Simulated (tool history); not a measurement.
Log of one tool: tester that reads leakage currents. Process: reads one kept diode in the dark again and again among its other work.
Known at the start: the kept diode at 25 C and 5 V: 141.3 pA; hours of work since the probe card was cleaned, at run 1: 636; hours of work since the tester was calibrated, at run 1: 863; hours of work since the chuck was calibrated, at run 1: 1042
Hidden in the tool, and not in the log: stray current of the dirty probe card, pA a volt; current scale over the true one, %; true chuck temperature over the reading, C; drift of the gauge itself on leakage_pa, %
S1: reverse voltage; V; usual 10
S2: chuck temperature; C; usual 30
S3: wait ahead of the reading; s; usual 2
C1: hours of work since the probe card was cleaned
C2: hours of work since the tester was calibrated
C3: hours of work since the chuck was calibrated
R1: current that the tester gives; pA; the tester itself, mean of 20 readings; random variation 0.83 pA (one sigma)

run	day	S1	S2	S3	C1	C2	C3	R1
1	0	10	30	2	636	863	1042	333.62
2	3.283	10	30	1.23	693	919	1099	338.55
3	5.433	10	30	1.23	730	956	1136	340.16
# day 5.829: chuck's temperature calibrated
4	8.121	10	30	2	774	1001	39	286.07
5	10.338	10	30	2	812	1039	77	287.4
6	12.204	10	30	2	844	1071	109	289.03
7	15.75	10	25	2	905	1132	170	197.37
8	18.442	9.5	30	2	951	1178	216	287.95
9	20.746	10	30	2	991	1217	256	298.87
10	24.296	10	30	2	1051	1278	317	300.53
11	26.217	12.9	43	2	1084	1311	349	891.72
12	27.879	10.8	30	2	1113	1340	378	312.02
13	30.838	1.1	29	0.31	1164	1390	429	122.9
14	33.283	1.1	24	1.21	1206	1432	471	82.09
15	36.842	3.7	32	2.48	1267	1493	532	248.82
16	40.196	1.6	33	2	1324	1551	589	198.03
17	43.038	1.6	54	2	1373	1599	638	933.91
18	46.458	17.7	26	0.69	1431	1658	697	304.87
19	48.112	17.7	26	0.69	1460	1686	725	307.8
20	50.129	13.5	27	0.39	1494	1721	759	298.26

Forecast each of these 4 alternatives for the next run:
A	53.125	1.1	41	0.32	1546	1772	811	?
B	53.125	1	33	2	1546	1772	811	?
C	53.125	1.2	24	0.55	1546	1772	811	?
D	53.125	13.5	22	0.39	1546	1772	811	?

run	R1
A	328.43
B	172.79
C	90.41
D	209.54
Without the tool's hidden state the same runs would have given:
run	R1
A	290.71
B	151.36
C	77.7
D	165.14

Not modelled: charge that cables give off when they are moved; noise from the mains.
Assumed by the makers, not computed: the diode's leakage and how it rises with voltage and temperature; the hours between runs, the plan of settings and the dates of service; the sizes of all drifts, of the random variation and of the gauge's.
